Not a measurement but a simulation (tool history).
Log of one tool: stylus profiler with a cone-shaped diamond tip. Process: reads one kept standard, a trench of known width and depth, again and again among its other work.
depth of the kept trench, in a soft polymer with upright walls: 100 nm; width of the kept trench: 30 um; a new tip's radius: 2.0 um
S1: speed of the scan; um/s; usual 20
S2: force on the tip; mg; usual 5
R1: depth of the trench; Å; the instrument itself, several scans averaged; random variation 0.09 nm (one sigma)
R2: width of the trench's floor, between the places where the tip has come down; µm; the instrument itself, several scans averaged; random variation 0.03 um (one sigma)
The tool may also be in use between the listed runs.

run,hour,S1,S2,R1,R2
1,0,20,5,1018.2,28.45
2,33.5,20,5,1017.8,28.49
3,53.7,20,5,1017.8,28.48
4,70,20,9.53,1028.1,28.54
5,88.6,20,2.34,1009.5,28.43
# hour 91.8: height scale calibrated on a step standard
6,111.2,20,2.34,1008.6,28.45
7,145.1,20,8,1022.3,28.49
8,172.1,20,8,1022.8,28.51
9,190.7,6,4.67,1014.3,28.51
10,205.6,6,4.67,1014.8,28.54
11,222.4,6,4.67,1013.7,28.52
# hour 244.8: height scale calibrated on a step standard, once more
12,250.9,39,5,1020.1,28.39
13,277.6,80,7.07,1024.5,28.25
14,312.1,80,7.07,1025.7,28.24
15,329.5,80,7.07,1025.3,28.28

Forecast each of these 3 alternatives for the next run:
A,355.9,15,9.55,?,?
B,355.9,19,4.4,?,?
C,355.9,11,5,?,?

run,R1,R2
A,1033.1,28.46
B,1020.1,28.48
C,1021.9,28.45
Without the tool's hidden state the same runs would have given:
run,R1,R2
A,1033,28.68
B,1020,28.7
C,1021.8,28.67
